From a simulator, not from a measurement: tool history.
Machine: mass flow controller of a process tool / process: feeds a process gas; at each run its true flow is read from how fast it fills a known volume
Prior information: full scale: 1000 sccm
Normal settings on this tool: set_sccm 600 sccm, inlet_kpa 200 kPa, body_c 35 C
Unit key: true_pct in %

run,hour,set_sccm,inlet_kpa,body_c,true_pct
1,0,600,200,35,98.27
2,250.2,600,200,35,98.18
3,706.8,600,200,35,98.25
# hour 851.4: controller's zero set anew
4,937.2,600,200,35,98.23
5,1262.4,600,200,35,98.21
6,1688,600,200,35,98.21
7,2095.2,600,200,35,98.26
8,2613.5,600,200,35,98.22
9,2943,600,200,35,98.16
10,3337.3,600,200,35,98.27
11,3735.5,600,200,35,98.19
12,4144.2,600,200,35,98.16
13,4663,737,200,35,98.53
14,5153.1,737,200,35,98.4
15,5381.5,737,200,35,98.44
16,5689.1,737,200,35,98.5
17,6056.5,600,200,35,98.15
18,6517,600,200,35,98.24
# hour 6876.8: controller exchanged for a calibrated one
19,6876.8,259,200,35,97.39
20,7261.9,259,200,35,97.56
21,7802.4,259,200,35,97.47
22,8264.6,600,200,35,98.25
23,8547,600,200,26,99.14
24,8784,151,161,33,97.31
25,9276.2,439,247,23,99.36
26,9740.3,257,225,27,98.49
27,10279.9,113,218,29,97.99
28,10710.9,600,272,25,99.55
29,11201.3,607,201,39,97.86
30,11568.5,135,201,29,97.89
31,11991.1,656,260,25,99.61
32,12218.4,411,244,35,98.02
33,12628.9,411,244,35,98.09
34,13110.4,102,173,25,98.14
35,13530.5,362,228,22,99.19
36,13772.2,220,204,22,98.81
37,14078.4,220,204,22,98.77
38,14348.4,600,154,21,99.33
39,14581.4,911,166,37,98.39
40,14897.8,911,166,37,98.51
# hour 14971.5: controller's zero set anew
41,15209.2,911,166,21,100.07
42,15457,600,205,35,98.21
43,15989.3,600,187,20,99.81
44,16248.3,149,201,33,97.43
45,16481.8,600,200,25,99.14
46,16919.2,600,200,25,99.26

Predict each of these 3 candidate next runs independently; none follows another, all start after run 46:
A,17460.7,919,175,35,?
B,17460.7,535,176,35,?
C,17460.7,600,176,35,?

run,true_pct
A,98.73
B,97.96
C,98.15
With the hidden condition removed and each run's random variation left untouched, the same runs would have given:
run,true_pct
A,98.73
B,97.97
C,98.16

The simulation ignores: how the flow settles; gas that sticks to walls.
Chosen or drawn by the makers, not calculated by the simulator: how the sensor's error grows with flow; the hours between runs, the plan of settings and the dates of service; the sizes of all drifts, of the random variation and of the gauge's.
